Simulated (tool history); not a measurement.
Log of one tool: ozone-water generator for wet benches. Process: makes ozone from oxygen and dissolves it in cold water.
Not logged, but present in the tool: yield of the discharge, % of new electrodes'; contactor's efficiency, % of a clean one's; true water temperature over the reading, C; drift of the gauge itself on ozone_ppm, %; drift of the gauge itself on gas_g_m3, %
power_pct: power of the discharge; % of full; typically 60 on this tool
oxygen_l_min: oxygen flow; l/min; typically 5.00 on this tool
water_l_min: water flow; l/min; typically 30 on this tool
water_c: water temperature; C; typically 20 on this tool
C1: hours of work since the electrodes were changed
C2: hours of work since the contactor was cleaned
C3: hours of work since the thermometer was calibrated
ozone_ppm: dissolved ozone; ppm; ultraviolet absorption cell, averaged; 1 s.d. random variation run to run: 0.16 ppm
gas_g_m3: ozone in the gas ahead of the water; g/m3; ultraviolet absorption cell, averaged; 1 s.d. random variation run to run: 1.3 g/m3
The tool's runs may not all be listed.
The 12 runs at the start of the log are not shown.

{"run": 13, "hour": 267.2, "power_pct": 100, "oxygen_l_min": 5.0, "water_l_min": 30, "water_c": 19, "C1": 652, "C2": 3201, "C3": 4306, "ozone_ppm": 27.0, "gas_g_m3": 329.2}
{"run": 14, "hour": 294.9, "power_pct": 100, "oxygen_l_min": 6.52, "water_l_min": 30, "water_c": 19, "C1": 680, "C2": 3228, "C3": 4333, "ozone_ppm": 27.4, "gas_g_m3": 284.8}
{"run": 15, "hour": 322.4, "power_pct": 100, "oxygen_l_min": 6.52, "water_l_min": 30, "water_c": 19, "C1": 707, "C2": 3256, "C3": 4360, "ozone_ppm": 27.8, "gas_g_m3": 285.9}
{"run": 16, "hour": 348.0, "power_pct": 100, "oxygen_l_min": 6.52, "water_l_min": 30, "water_c": 19, "C1": 732, "C2": 3281, "C3": 4386, "ozone_ppm": 27.4, "gas_g_m3": 283.9}
{"run": 17, "hour": 372.3, "power_pct": 100, "oxygen_l_min": 6.52, "water_l_min": 30, "water_c": 19, "C1": 756, "C2": 3305, "C3": 4410, "ozone_ppm": 27.4, "gas_g_m3": 281.0}
{"run": 18, "hour": 394.9, "power_pct": 100, "oxygen_l_min": 6.52, "water_l_min": 30, "water_c": 19, "C1": 778, "C2": 3327, "C3": 4432, "ozone_ppm": 26.9, "gas_g_m3": 285.0}
{"run": 19, "hour": 424.4, "power_pct": 100, "oxygen_l_min": 6.52, "water_l_min": 30, "water_c": 19, "C1": 808, "C2": 3357, "C3": 4461, "ozone_ppm": 27.1, "gas_g_m3": 282.1}
{"run": 20, "hour": 439.3, "power_pct": 60, "oxygen_l_min": 5.0, "water_l_min": 29, "water_c": 15, "C1": 822, "C2": 3371, "C3": 4476, "ozone_ppm": 20.8, "gas_g_m3": 234.4}
{"hour": 442.0, "done": "water thermometer calibrated"}
{"run": 21, "hour": 458.9, "power_pct": 61, "oxygen_l_min": 8.65, "water_l_min": 28, "water_c": 20, "C1": 841, "C2": 3390, "C3": 17, "ozone_ppm": 20.6, "gas_g_m3": 175.3}
{"run": 22, "hour": 475.3, "power_pct": 61, "oxygen_l_min": 8.65, "water_l_min": 28, "water_c": 20, "C1": 858, "C2": 3406, "C3": 33, "ozone_ppm": 20.1, "gas_g_m3": 175.7}
{"hour": 490.2, "done": "water thermometer calibrated, once more"}
{"run": 23, "hour": 503.6, "power_pct": 61, "oxygen_l_min": 8.65, "water_l_min": 28, "water_c": 20, "C1": 885, "C2": 3434, "C3": 13, "ozone_ppm": 20.6, "gas_g_m3": 174.2}
{"run": 24, "hour": 526.5, "power_pct": 61, "oxygen_l_min": 7.46, "water_l_min": 34, "water_c": 18, "C1": 908, "C2": 3457, "C3": 36, "ozone_ppm": 18.2, "gas_g_m3": 190.7}
{"run": 25, "hour": 555.9, "power_pct": 60, "oxygen_l_min": 4.64, "water_l_min": 20, "water_c": 20, "C1": 937, "C2": 3486, "C3": 65, "ozone_ppm": 25.8, "gas_g_m3": 241.9}
{"run": 26, "hour": 580.8, "power_pct": 60, "oxygen_l_min": 4.64, "water_l_min": 20, "water_c": 20, "C1": 961, "C2": 3510, "C3": 90, "ozone_ppm": 25.4, "gas_g_m3": 242.7}
{"run": 27, "hour": 612.1, "power_pct": 60, "oxygen_l_min": 3.21, "water_l_min": 30, "water_c": 18, "C1": 992, "C2": 3541, "C3": 121, "ozone_ppm": 18.2, "gas_g_m3": 296.0}
{"run": 28, "hour": 625.4, "power_pct": 44, "oxygen_l_min": 3.21, "water_l_min": 30, "water_c": 20, "C1": 1006, "C2": 3554, "C3": 134, "ozone_ppm": 14.5, "gas_g_m3": 244.2}
{"run": 29, "hour": 650.1, "power_pct": 96, "oxygen_l_min": 5.0, "water_l_min": 46, "water_c": 20, "C1": 1030, "C2": 3579, "C3": 158, "ozone_ppm": 17.7, "gas_g_m3": 313.9}
{"run": 30, "hour": 680.2, "power_pct": 60, "oxygen_l_min": 5.29, "water_l_min": 47, "water_c": 20, "C1": 1060, "C2": 3609, "C3": 188, "ozone_ppm": 12.7, "gas_g_m3": 225.6}
{"run": 31, "hour": 706.3, "power_pct": 76, "oxygen_l_min": 3.94, "water_l_min": 30, "water_c": 20, "C1": 1086, "C2": 3635, "C3": 214, "ozone_ppm": 21.2, "gas_g_m3": 310.5}
{"run": 32, "hour": 720.2, "power_pct": 76, "oxygen_l_min": 5.22, "water_l_min": 29, "water_c": 20, "C1": 1099, "C2": 3648, "C3": 228, "ozone_ppm": 22.6, "gas_g_m3": 261.0}
{"run": 33, "hour": 740.3, "power_pct": 54, "oxygen_l_min": 5.0, "water_l_min": 30, "water_c": 16, "C1": 1119, "C2": 3668, "C3": 248, "ozone_ppm": 18.2, "gas_g_m3": 216.2}

Each row is a separate what-if for the run after 33, all from the same tool condition, not one after another. Results?
{"run": "A", "hour": 772.2, "power_pct": 82, "oxygen_l_min": 5.0, "water_l_min": 22, "water_c": 17, "C1": 1151, "C2": 3700, "C3": 279, "ozone_ppm": "?", "gas_g_m3": "?"}
{"run": "B", "hour": 772.2, "power_pct": 74, "oxygen_l_min": 8.67, "water_l_min": 23, "water_c": 20, "C1": 1151, "C2": 3700, "C3": 279, "ozone_ppm": "?", "gas_g_m3": "?"}
{"run": "C", "hour": 772.2, "power_pct": 81, "oxygen_l_min": 5.0, "water_l_min": 28, "water_c": 20, "C1": 1151, "C2": 3700, "C3": 279, "ozone_ppm": "?", "gas_g_m3": "?"}
{"run": "D", "hour": 772.2, "power_pct": 60, "oxygen_l_min": 2.77, "water_l_min": 30, "water_c": 20, "C1": 1151, "C2": 3700, "C3": 279, "ozone_ppm": "?", "gas_g_m3": "?"}

run=A ozone_ppm=30.3 gas_g_m3=284.5
run=B ozone_ppm=25.9 gas_g_m3=195.6
run=C ozone_ppm=23.9 gas_g_m3=280.6
run=D ozone_ppm=17.3 gas_g_m3=321.7
Take away the tool's hidden state, keep each run's random variation, and the runs would have read:
run=A ozone_ppm=32.4 gas_g_m3=296.6
run=B ozone_ppm=27.6 gas_g_m3=203.4
run=C ozone_ppm=25.6 gas_g_m3=292.4
run=D ozone_ppm=18.4 gas_g_m3=332.8

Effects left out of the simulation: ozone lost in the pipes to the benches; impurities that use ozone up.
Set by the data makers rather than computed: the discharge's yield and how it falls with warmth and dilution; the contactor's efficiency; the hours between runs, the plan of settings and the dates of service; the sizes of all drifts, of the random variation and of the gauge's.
